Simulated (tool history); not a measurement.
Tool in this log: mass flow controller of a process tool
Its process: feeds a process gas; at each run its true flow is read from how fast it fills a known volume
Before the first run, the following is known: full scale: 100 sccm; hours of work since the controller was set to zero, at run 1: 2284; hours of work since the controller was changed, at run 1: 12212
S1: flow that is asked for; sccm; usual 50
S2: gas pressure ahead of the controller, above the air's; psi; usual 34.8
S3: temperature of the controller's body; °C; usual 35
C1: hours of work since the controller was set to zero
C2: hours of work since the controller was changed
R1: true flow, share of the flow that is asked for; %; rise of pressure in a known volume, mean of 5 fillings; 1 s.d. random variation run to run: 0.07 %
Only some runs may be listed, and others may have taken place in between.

{"run": 1, "day": 0.0, "S1": 50, "S2": 34.8, "S3": 35, "C1": 2284, "C2": 12212, "R1": 97.29}
{"run": 2, "day": 11.012, "S1": 50, "S2": 34.8, "S3": 35, "C1": 2494, "C2": 12423, "R1": 97.45}
{"run": 3, "day": 30.45, "S1": 50, "S2": 34.8, "S3": 35, "C1": 2866, "C2": 12795, "R1": 97.48}
{"run": 4, "day": 48.854, "S1": 50, "S2": 34.8, "S3": 21, "C1": 3218, "C2": 13147, "R1": 99.19}
{"day": 53.562, "done": "controller exchanged for a calibrated one"}
{"run": 5, "day": 61.292, "S1": 50, "S2": 34.8, "S3": 37, "C1": 148, "C2": 148, "R1": 98.93}
{"run": 6, "day": 76.633, "S1": 50, "S2": 34.8, "S3": 23, "C1": 442, "C2": 442, "R1": 100.45}
{"run": 7, "day": 93.929, "S1": 50, "S2": 34.8, "S3": 23, "C1": 773, "C2": 773, "R1": 100.68}
{"run": 8, "day": 106.633, "S1": 69, "S2": 34.8, "S3": 35, "C1": 1016, "C2": 1016, "R1": 99.31}
{"run": 9, "day": 124.488, "S1": 69, "S2": 34.8, "S3": 35, "C1": 1357, "C2": 1357, "R1": 99.52}
{"run": 10, "day": 142.408, "S1": 69, "S2": 34.8, "S3": 35, "C1": 1700, "C2": 1700, "R1": 99.41}
{"run": 11, "day": 154.304, "S1": 46, "S2": 34.8, "S3": 35, "C1": 1928, "C2": 1928, "R1": 99.91}
{"run": 12, "day": 169.667, "S1": 50, "S2": 34.8, "S3": 35, "C1": 2222, "C2": 2222, "R1": 99.84}
{"run": 13, "day": 189.271, "S1": 50, "S2": 34.8, "S3": 35, "C1": 2597, "C2": 2597, "R1": 99.95}
{"run": 14, "day": 206.033, "S1": 50, "S2": 34.8, "S3": 36, "C1": 2918, "C2": 2918, "R1": 99.78}
{"run": 15, "day": 222.592, "S1": 42, "S2": 34.8, "S3": 36, "C1": 3235, "C2": 3235, "R1": 100.29}
{"run": 16, "day": 242.25, "S1": 42, "S2": 34.8, "S3": 36, "C1": 3611, "C2": 3611, "R1": 100.32}
{"run": 17, "day": 255.912, "S1": 10, "S2": 34.8, "S3": 35, "C1": 3872, "C2": 3872, "R1": 109.35}
{"run": 18, "day": 275.658, "S1": 46, "S2": 34.8, "S3": 35, "C1": 4250, "C2": 4250, "R1": 100.54}
{"run": 19, "day": 293.967, "S1": 46, "S2": 34.8, "S3": 35, "C1": 4601, "C2": 4601, "R1": 100.66}
{"day": 302.517, "done": "controller's zero set anew"}
{"run": 20, "day": 307.8, "S1": 46, "S2": 34.8, "S3": 35, "C1": 101, "C2": 4865, "R1": 102.43}
{"run": 21, "day": 318.254, "S1": 46, "S2": 34.8, "S3": 35, "C1": 301, "C2": 5065, "R1": 102.31}
{"run": 22, "day": 331.075, "S1": 46, "S2": 34.8, "S3": 35, "C1": 547, "C2": 5310, "R1": 102.45}
{"run": 23, "day": 339.708, "S1": 46, "S2": 34.8, "S3": 35, "C1": 712, "C2": 5476, "R1": 102.61}
{"run": 24, "day": 357.608, "S1": 50, "S2": 34.8, "S3": 35, "C1": 1054, "C2": 5818, "R1": 102.35}
{"run": 25, "day": 366.7, "S1": 50, "S2": 34.8, "S3": 35, "C1": 1228, "C2": 5992, "R1": 102.45}
{"day": 370.338, "done": "controller's zero set anew, once more"}
{"run": 26, "day": 382.7, "S1": 60, "S2": 39.3, "S3": 35, "C1": 237, "C2": 6298, "R1": 97.63}
{"run": 27, "day": 398.967, "S1": 18, "S2": 35.2, "S3": 29, "C1": 548, "C2": 6609, "R1": 98.75}
{"run": 28, "day": 415.075, "S1": 53, "S2": 21.0, "S3": 36, "C1": 856, "C2": 6917, "R1": 97.34}
{"run": 29, "day": 432.158, "S1": 30, "S2": 22.0, "S3": 27, "C1": 1183, "C2": 7244, "R1": 98.61}
{"run": 30, "day": 446.8, "S1": 50, "S2": 22.0, "S3": 27, "C1": 1463, "C2": 7524, "R1": 98.51}
{"run": 31, "day": 466.104, "S1": 18, "S2": 30.5, "S3": 30, "C1": 1833, "C2": 7894, "R1": 100.09}
{"run": 32, "day": 477.088, "S1": 14, "S2": 25.4, "S3": 24, "C1": 2043, "C2": 8104, "R1": 101.99}
{"run": 33, "day": 497.304, "S1": 14, "S2": 25.4, "S3": 24, "C1": 2430, "C2": 8491, "R1": 102.65}
{"run": 34, "day": 509.129, "S1": 14, "S2": 25.4, "S3": 24, "C1": 2656, "C2": 8717, "R1": 103.13}
{"run": 35, "day": 521.667, "S1": 15, "S2": 25.4, "S3": 39, "C1": 2896, "C2": 8957, "R1": 101.47}
{"run": 36, "day": 534.212, "S1": 31, "S2": 29.0, "S3": 27, "C1": 3136, "C2": 9197, "R1": 100.3}
{"run": 37, "day": 546.658, "S1": 14, "S2": 29.0, "S3": 24, "C1": 3374, "C2": 9435, "R1": 104.66}
{"run": 38, "day": 556.183, "S1": 12, "S2": 35.2, "S3": 24, "C1": 3556, "C2": 9618, "R1": 106.25}
{"run": 39, "day": 573.9, "S1": 37, "S2": 40.3, "S3": 22, "C1": 3896, "C2": 9957, "R1": 101.09}
{"run": 40, "day": 592.429, "S1": 50, "S2": 21.3, "S3": 20, "C1": 4250, "C2": 10311, "R1": 100.25}
{"run": 41, "day": 601.954, "S1": 50, "S2": 21.3, "S3": 20, "C1": 4432, "C2": 10494, "R1": 100.19}
{"day": 619.229, "done": "controller's zero set anew"}
{"run": 42, "day": 619.229, "S1": 50, "S2": 21.3, "S3": 20, "C1": 0, "C2": 10824, "R1": 97.59}
{"run": 43, "day": 638.854, "S1": 17, "S2": 39.6, "S3": 25, "C1": 376, "C2": 11199, "R1": 97.89}
{"run": 44, "day": 659.033, "S1": 17, "S2": 39.6, "S3": 25, "C1": 762, "C2": 11586, "R1": 98.49}
{"run": 45, "day": 672.975, "S1": 23, "S2": 31.6, "S3": 24, "C1": 1028, "C2": 11852, "R1": 98.28}
{"run": 46, "day": 690.958, "S1": 11, "S2": 28.7, "S3": 40, "C1": 1373, "C2": 12196, "R1": 98.76}
{"run": 47, "day": 702.621, "S1": 11, "S2": 28.7, "S3": 20, "C1": 1596, "C2": 12420, "R1": 101.42}

Each row is a separate what-if for the run after 47, all from the same tool condition, not one after another. Results?
{"run": "A", "day": 718.067, "S1": 22, "S2": 27.3, "S3": 26, "C1": 1891, "C2": 12715, "R1": "?"}
{"run": "B", "day": 718.067, "S1": 50, "S2": 35.1, "S3": 35, "C1": 1891, "C2": 12715, "R1": "?"}
{"run": "C", "day": 718.067, "S1": 52, "S2": 21.0, "S3": 28, "C1": 1891, "C2": 12715, "R1": "?"}
{"run": "D", "day": 718.067, "S1": 25, "S2": 21.9, "S3": 34, "C1": 1891, "C2": 12715, "R1": "?"}

run=A R1=98.87
run=B R1=96.91
run=C R1=97.09
run=D R1=97.59
Had the tool no hidden state, the same runs would have come out as:
run=A R1=99.35
run=B R1=98.85
run=C R1=99.07
run=D R1=98.38

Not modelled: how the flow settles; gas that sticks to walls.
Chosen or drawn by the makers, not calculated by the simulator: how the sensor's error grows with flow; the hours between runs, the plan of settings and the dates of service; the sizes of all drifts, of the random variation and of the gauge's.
